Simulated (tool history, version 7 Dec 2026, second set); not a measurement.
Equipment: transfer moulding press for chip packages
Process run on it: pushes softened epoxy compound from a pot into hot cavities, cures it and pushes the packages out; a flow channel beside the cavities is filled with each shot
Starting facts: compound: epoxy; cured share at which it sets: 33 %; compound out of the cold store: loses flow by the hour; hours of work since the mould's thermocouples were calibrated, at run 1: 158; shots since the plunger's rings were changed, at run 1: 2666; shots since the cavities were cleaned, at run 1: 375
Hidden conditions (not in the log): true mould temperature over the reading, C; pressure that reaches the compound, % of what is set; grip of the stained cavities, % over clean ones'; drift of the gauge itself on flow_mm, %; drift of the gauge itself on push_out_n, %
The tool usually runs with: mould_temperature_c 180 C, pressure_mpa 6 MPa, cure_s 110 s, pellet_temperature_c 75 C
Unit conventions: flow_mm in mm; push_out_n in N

| run | day | mould_temperature_c | pressure_mpa | cure_s | pellet_temperature_c | hours of work since the mould's thermocouples were calibrated | shots since the plunger's rings were changed | shots since the cavities were cleaned | incoming compound's hours out of the cold store | flow_mm | push_out_n |
|---|---|---|---|---|---|---|---|---|---|---|---|
| 1 | 0 | 180 | 6 | 110 | 75 | 158 | 2666 | 375 | 37.4 | 818 | 462 |
| 2 | 0.4 | 180 | 6 | 110 | 75 | 163 | 2738 | 447 | 28 | 852 | 494 |
| 3 | 0.6 | 180 | 6 | 110 | 75 | 165 | 2773 | 482 | 27.2 | 856 | 518 |
| 4 | 0.871 | 180 | 6 | 110 | 75 | 168 | 2821 | 530 | 8.1 | 928 | 499 |
| 5 | 1.088 | 180 | 6.11 | 110 | 75 | 170 | 2860 | 569 | 45.6 | 792 | 512 |
|  | 1.221 | plunger's sealing rings changed |
| 6 | 1.458 | 180 | 6.11 | 139 | 75 | 173 | 42 | 617 | 40.6 | 860 | 494 |
|  | 1.6 | cavities cleaned with cleaning compound and waxed |
| 7 | 1.75 | 180 | 6.5 | 102 | 75 | 176 | 83 | 27 | 37.6 | 892 | 415 |
| 8 | 2.129 | 178 | 5.57 | 102 | 78 | 180 | 151 | 95 | 18.3 | 911 | 476 |
| 9 | 2.492 | 178 | 5.57 | 102 | 78 | 184 | 216 | 160 | 18.4 | 906 | 484 |
| 10 | 2.892 | 178 | 5.57 | 102 | 78 | 188 | 287 | 231 | 39.5 | 820 | 510 |
| 11 | 3.246 | 179 | 5.37 | 102 | 66 | 192 | 351 | 295 | 27.1 | 852 | 500 |

Entry by entry between the runs, the difference in hidden state between the last listed run before and the first listed run after:
In the gap between runs 5 and 6: plunger's sealing rings changed (day 1.221)
  pressure that reaches the compound, % of what is set: 89.31 -> 99.66; grip of the stained cavities, % over clean ones': 37.6 -> 39.9
  difference, measured minus the result without the unlogged condition, flow_mm: -46 -> -2 mm; push_out_n: +141 -> +139 N
In the gap between runs 6 and 7: cavities cleaned with cleaning compound and waxed (day 1.6)
  true mould temperature over the reading, C: 0.15 -> 0.16; pressure that reaches the compound, % of what is set: 99.66 -> 99.5; grip of the stained cavities, % over clean ones': 39.9 -> 4
  difference, measured minus the result without the unlogged condition, flow_mm: -2 -> -3 mm; push_out_n: +139 -> +14 N
